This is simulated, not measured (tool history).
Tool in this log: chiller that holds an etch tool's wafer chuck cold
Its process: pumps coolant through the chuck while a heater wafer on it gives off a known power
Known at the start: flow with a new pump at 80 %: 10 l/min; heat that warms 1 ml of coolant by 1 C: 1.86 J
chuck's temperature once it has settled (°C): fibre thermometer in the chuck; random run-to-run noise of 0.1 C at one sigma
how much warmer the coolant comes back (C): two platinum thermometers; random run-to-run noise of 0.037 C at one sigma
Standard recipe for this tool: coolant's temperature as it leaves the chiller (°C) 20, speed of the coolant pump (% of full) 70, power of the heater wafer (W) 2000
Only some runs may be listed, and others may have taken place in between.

| run | hour | coolant's temperature as it leaves the chiller (°C) | speed of the coolant pump (% of full) | power of the heater wafer (W) | chuck's temperature once it has settled (°C) | how much warmer the coolant comes back (C) |
|---|---|---|---|---|---|---|
| 1 | 0 | 20 | 70 | 2000 | 39.3 | 7.49 |
| 2 | 37.5 | 20 | 70 | 2074 | 39.9 | 7.83 |
| 3 | 70.9 | 20 | 70 | 2074 | 40 | 7.79 |
| 4 | 101.6 | 20 | 70 | 2074 | 40 | 7.87 |
| 5 | 121.9 | 20 | 70 | 2074 | 39.9 | 7.79 |
| 6 | 159.5 | 20 | 70 | 2000 | 39.4 | 7.51 |
| 7 | 191.4 | 15 | 70 | 2000 | 34.1 | 7.61 |
| 8 | 217.7 | 19 | 70 | 2000 | 38.3 | 7.58 |
| 9 | 244.9 | 19 | 70 | 2000 | 38.1 | 7.55 |
| 10 | 289.9 | 19 | 70 | 2000 | 38.4 | 7.53 |
| 11 | 315 | 19 | 70 | 2000 | 38.3 | 7.51 |
| 12 | 356.1 | 19 | 70 | 2000 | 38.2 | 7.53 |
| 13 | 395 | 19 | 70 | 1883 | 37.3 | 7.08 |
| 14 | 415 | 19 | 70 | 1883 | 37.2 | 7.2 |
| 15 | 447.3 | 19 | 70 | 1883 | 37.3 | 7.17 |
| 16 | 479.7 | 19 | 70 | 1883 | 37.2 | 7.07 |
| 17 | 500.8 | 19 | 70 | 1883 | 37.4 | 7.1 |
| 18 | 524.5 | 19 | 70 | 1883 | 37.4 | 7.07 |
| 19 | 558.5 | 28 | 70 | 2094 | 48.2 | 7.91 |
| 20 | 598.4 | 28 | 70 | 2094 | 48.3 | 7.9 |
| 21 | 632.3 | 20 | 67 | 1028 | 30.4 | 4.11 |
| 22 | 677 | 20 | 67 | 1028 | 30.5 | 4.17 |
| 23 | 701.8 | 11 | 67 | 1325 | 24.4 | 5.31 |
| 24 | 733.9 | 21 | 85 | 1341 | 32.3 | 4.1 |
| 25 | 762.7 | 28 | 61 | 2438 | 54.3 | 10.67 |
| 26 | 793.2 | 20 | 93 | 2122 | 36.6 | 5.86 |
| 27 | 837.4 | 20 | 93 | 2122 | 36.7 | 5.88 |
| 28 | 876.8 | 10 | 92 | 2122 | 26.8 | 5.97 |
| 29 | 917.8 | 13 | 61 | 1750 | 32.1 | 7.64 |
| 30 | 959.3 | 13 | 61 | 1750 | 31.9 | 7.69 |
| 31 | 979.6 | 13 | 61 | 1750 | 31.9 | 7.71 |

Predict each of these 4 candidate next runs independently; none follows another, all start after run 31:
| A | 1006.7 | 29 | 94 | 2000 | ? | ? |
| B | 1006.7 | 14 | 60 | 1750 | ? | ? |
| C | 1006.7 | 20 | 99 | 2000 | ? | ? |
| D | 1006.7 | 13 | 99 | 1750 | ? | ? |

| run | chuck's temperature once it has settled (°C) | how much warmer the coolant comes back (C) |
|---|---|---|
| A | 44.7 | 5.42 |
| B | 33.3 | 7.88 |
| C | 35.1 | 5.2 |
| D | 26.2 | 4.51 |
Without the tool's hidden state the same runs would have given:
| run | chuck's temperature once it has settled (°C) | how much warmer the coolant comes back (C) |
|---|---|---|
| A | 43.5 | 5.35 |
| B | 31.9 | 7.78 |
| C | 33.9 | 5.14 |
| D | 25.1 | 4.46 |
